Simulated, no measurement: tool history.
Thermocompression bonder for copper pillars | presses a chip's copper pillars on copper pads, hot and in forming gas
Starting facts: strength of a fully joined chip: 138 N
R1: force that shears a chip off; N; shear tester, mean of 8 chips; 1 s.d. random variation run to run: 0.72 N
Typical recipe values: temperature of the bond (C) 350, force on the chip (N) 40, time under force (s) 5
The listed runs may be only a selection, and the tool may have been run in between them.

Run 1, day 0: usual settings. Result: R1 53 N.
Run 2, day 1.358: usual settings but temperature of the bond (C) 347. Result: R1 50.9 N.
Run 3, day 2.188: usual settings but temperature of the bond (C) 347. Result: R1 50.5 N.
Run 4, day 3.879: usual settings. Result: R1 50.7 N.
Run 5, day 5.329: usual settings. Result: R1 51.1 N.
Run 6, day 6.167: usual settings but time under force (s) 4. Result: R1 46.8 N.
Run 7, day 6.962: usual settings but time under force (s) 4. Result: R1 45.3 N.
Run 8, day 8.667: usual settings but time under force (s) 4. Result: R1 45.4 N.
Run 9, day 9.854: usual settings but time under force (s) 4. Result: R1 49.5 N.
Run 10, day 10.867: usual settings but temperature of the bond (C) 374, time under force (s) 4. Result: R1 61.9 N.
Run 11, day 12.146: usual settings. Result: R1 55.1 N.
Run 12, day 13.192: usual settings. Result: R1 53.2 N.
Run 13, day 14.742: usual settings. Result: R1 53.1 N.
Run 14, day 16: usual settings. Result: R1 52.1 N.
Run 15, day 16.842: usual settings but force on the chip (N) 35. Result: R1 47.8 N.
Run 16, day 18.029: usual settings but temperature of the bond (C) 374, force on the chip (N) 47, time under force (s) 6. Result: R1 70.8 N.
Run 17, day 18.896: usual settings but temperature of the bond (C) 332, force on the chip (N) 28. Result: R1 31.5 N.
Run 18, day 19.7: usual settings but temperature of the bond (C) 354, force on the chip (N) 56. Result: R1 61.9 N.
Run 19, day 20.533: usual settings but temperature of the bond (C) 342. Result: R1 45 N.
Run 20, day 21.367: usual settings but temperature of the bond (C) 342. Result: R1 44.9 N.
Run 21, day 22.788: usual settings but temperature of the bond (C) 342, time under force (s) 3. Result: R1 38.7 N.
Run 22, day 23.654: usual settings but temperature of the bond (C) 328, force on the chip (N) 26, time under force (s) 3. Result: R1 25.4 N.
Run 23, day 25.233: usual settings but temperature of the bond (C) 328, force on the chip (N) 26, time under force (s) 3. Result: R1 24.3 N.
Run 24, day 26.096: usual settings but time under force (s) 15. Result: R1 75.6 N.
Run 25, day 27.133: usual settings but temperature of the bond (C) 375, force on the chip (N) 41, time under force (s) 6. Result: R1 67.9 N.
Run 26, day 28.646: usual settings but temperature of the bond (C) 375, force on the chip (N) 41, time under force (s) 6. Result: R1 68 N.
Run 27, day 29.412: usual settings but temperature of the bond (C) 375, force on the chip (N) 48, time under force (s) 3. Result: R1 57.8 N.
Run 28, day 30.892: usual settings but temperature of the bond (C) 375, force on the chip (N) 48, time under force (s) 8. Result: R1 78 N.
Run 29, day 31.867: usual settings but temperature of the bond (C) 368, force on the chip (N) 29, time under force (s) 8. Result: R1 56.8 N.
Run 30, day 33.529: usual settings but temperature of the bond (C) 368, force on the chip (N) 29, time under force (s) 8. Result: R1 56.9 N.

Not shown here: 3 entries made in the log between runs. Locate each between two listed runs and compare the hidden state at the listed run before it with the hidden state at the listed run after it:
Run 8 -> run 9: forming gas filter changed (day 9.5)
  true temperature of the bond over the reading, C: 4.8 -> 4.9; force that reaches the chip, % of what is set: 103.6 -> 103.7; oxide that the forming gas leaves, % of the face: 10.83 -> 0.96
  measured less the result without the state, R1: -2 -> +3.1 N
Run 15 -> run 16: heater calibrated with a thermocouple chip (day 17.979)
  true temperature of the bond over the reading, C: 5.3 -> 0; oxide that the forming gas leaves, % of the face: 6.56 -> 7.52
  measured less the result without the state, R1: +0.6 -> -3.8 N
Run 20 -> run 21: forming gas filter changed (day 22.758)
  true temperature of the bond over the reading, C: 0.2 -> 0.3; force that reaches the chip, % of what is set: 104.3 -> 104.4; oxide that the forming gas leaves, % of the face: 10.37 -> 0.61
  measured less the result without the state, R1: -3.5 -> +1.2 N
